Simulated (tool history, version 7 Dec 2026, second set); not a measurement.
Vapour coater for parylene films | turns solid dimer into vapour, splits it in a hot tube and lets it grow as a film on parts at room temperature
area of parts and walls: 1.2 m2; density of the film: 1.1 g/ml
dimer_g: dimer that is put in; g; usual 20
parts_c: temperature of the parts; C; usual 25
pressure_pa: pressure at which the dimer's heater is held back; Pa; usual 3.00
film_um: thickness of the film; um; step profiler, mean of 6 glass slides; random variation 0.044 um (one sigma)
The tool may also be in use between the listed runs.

run	day	dimer_g	parts_c	pressure_pa	film_um
1	0.000	20	25	3.00	10.21
2	0.754	31	25	3.00	15.79
3	1.608	31	25	3.00	15.81
4	2.100	31	25	3.00	15.67
5	2.788	31	25	3.00	15.94
6	3.338	31	25	3.00	16.03
7	3.871	20	25	7.77	8.27
8	4.629	10	24	3.00	5.35
9	5.288	10	24	3.00	5.35
10	6.288	20	19	3.00	12.98
11	6.912	19	21	9.82	8.72
12	7.954	12	21	3.22	7.12
13	8.446	12	21	3.22	7.07

Forecast each of these 3 alternatives for the next run:
A	9.154	20	25	7.83	?
B	9.154	20	29	4.38	?
C	9.154	8	32	3.00	?

run	film_um
A	8.33
B	8.08
C	3.17
Without the tool's hidden state the same runs would have given:
run	film_um
A	8.19
B	7.94
C	3.12

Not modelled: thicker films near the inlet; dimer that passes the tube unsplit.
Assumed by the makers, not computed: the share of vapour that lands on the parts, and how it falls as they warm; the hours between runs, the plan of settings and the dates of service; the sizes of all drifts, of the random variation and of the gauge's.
